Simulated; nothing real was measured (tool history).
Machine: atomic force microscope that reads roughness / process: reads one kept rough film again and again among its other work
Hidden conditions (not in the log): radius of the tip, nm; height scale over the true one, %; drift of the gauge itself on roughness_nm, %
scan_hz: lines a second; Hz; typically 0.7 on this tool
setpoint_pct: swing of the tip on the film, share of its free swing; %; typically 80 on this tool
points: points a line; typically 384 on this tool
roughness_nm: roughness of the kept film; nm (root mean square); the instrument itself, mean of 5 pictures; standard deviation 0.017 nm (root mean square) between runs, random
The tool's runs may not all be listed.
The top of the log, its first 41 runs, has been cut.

| run | day | scan_hz | setpoint_pct | points | pictures with this tip | hours of work since the height scale was calibrated | roughness_nm |
|---|---|---|---|---|---|---|---|
| 42 | 104.025 | 1.077 | 80 | 384 | 65 | 359 | 4.142 |
| 43 | 106.625 | 1.077 | 80 | 384 | 147 | 398 | 4.122 |
|  | 107.5 | new tip fitted |
| 44 | 108.75 | 3.976 | 80 | 360 | 40 | 431 | 3.56 |
| 45 | 111.871 | 1.988 | 80 | 384 | 139 | 478 | 3.916 |
|  | 113.058 | new tip fitted |
| 46 | 114.725 | 0.859 | 78 | 1020 | 53 | 521 | 4.238 |
| 47 | 117.696 | 1.466 | 58 | 424 | 148 | 567 | 4.275 |
|  | 118.567 | new tip fitted |
| 48 | 120.062 | 0.971 | 64 | 384 | 47 | 602 | 4.296 |
| 49 | 122.921 | 0.971 | 64 | 384 | 138 | 646 | 4.307 |
|  | 124.154 | new tip fitted |
| 50 | 126.321 | 0.971 | 64 | 384 | 69 | 697 | 4.297 |
|  | 129.771 | new tip fitted |
| 51 | 129.788 | 0.514 | 80 | 280 | 1 | 750 | 4.237 |
| 52 | 132.971 | 0.514 | 80 | 280 | 102 | 799 | 4.26 |

Alternative continuations, all from the tool just after run 52; predict every row:
|  | 135.388 | new tip fitted |
| A | 135.671 | 0.945 | 85 | 280 | 9 | 839 | ? |
|  | 135.388 | new tip fitted |
| B | 135.671 | 0.588 | 81 | 428 | 9 | 839 | ? |
|  | 135.388 | new tip fitted |
| C | 135.671 | 0.514 | 80 | 319 | 9 | 839 | ? |

| run | roughness_nm |
|---|---|
| A | 4.098 |
| B | 4.261 |
| C | 4.261 |
Without the tool's unlogged condition, the same runs would have read:
| run | roughness_nm |
|---|---|
| A | 4.1 |
| B | 4.263 |
| C | 4.263 |
